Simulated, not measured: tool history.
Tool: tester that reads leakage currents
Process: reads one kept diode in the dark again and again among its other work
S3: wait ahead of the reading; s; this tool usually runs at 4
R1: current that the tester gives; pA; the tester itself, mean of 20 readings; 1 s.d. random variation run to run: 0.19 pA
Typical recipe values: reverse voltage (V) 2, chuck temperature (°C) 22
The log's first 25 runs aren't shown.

run 26 hour=1811.4 | reverse_voltage_(V)=2 chuck_temperature_(°C)=20 S3=9.88 | R1=46.72
run 27 hour=1888.3 | reverse_voltage_(V)=2 chuck_temperature_(°C)=20 S3=9.88 | R1=46.53
run 28 hour=1962.9 | reverse_voltage_(V)=5.46 chuck_temperature_(°C)=20 S3=0.31 | R1=83.44
run 29 hour=2035.5 | reverse_voltage_(V)=6.41 chuck_temperature_(°C)=55 S3=0.36 | R1=1292.2
run 30 hour=2129.9 | reverse_voltage_(V)=9.91 chuck_temperature_(°C)=53 S3=1.97 | R1=1370.35
run 31 hour=2185.8 | reverse_voltage_(V)=9.91 chuck_temperature_(°C)=53 S3=1.97 | R1=1363.73
-- hour=2216 probe card cleaned and baked
run 32 hour=2260.1 | reverse_voltage_(V)=13.18 chuck_temperature_(°C)=27 S3=4 | R1=187.45
run 33 hour=2305.5 | reverse_voltage_(V)=13.18 chuck_temperature_(°C)=27 S3=4 | R1=189.21
run 34 hour=2375.7 | reverse_voltage_(V)=1.54 chuck_temperature_(°C)=22 S3=0.31 | R1=44.27
run 35 hour=2425.2 | reverse_voltage_(V)=2 chuck_temperature_(°C)=36 S3=3.68 | R1=164.49
run 36 hour=2519.4 | reverse_voltage_(V)=2.64 chuck_temperature_(°C)=49 S3=0.63 | R1=525.77

Predict each of these 3 candidate next runs independently; none follows another, all start after run 36:
run A hour=2565.1 | reverse_voltage_(V)=11.54 chuck_temperature_(°C)=57 S3=3.86 | R1=?
run B hour=2565.1 | reverse_voltage_(V)=18.52 chuck_temperature_(°C)=22 S3=4 | R1=?
run C hour=2565.1 | reverse_voltage_(V)=2.34 chuck_temperature_(°C)=22 S3=4 | R1=?

run=A R1=1905.76
run=B R1=142.66
run=C R1=52.69
The same runs, with their run-to-run variation unchanged, on a tool lacking any hidden condition would have given:
run=A R1=2255.82
run=B R1=170.06
run=C R1=64.08
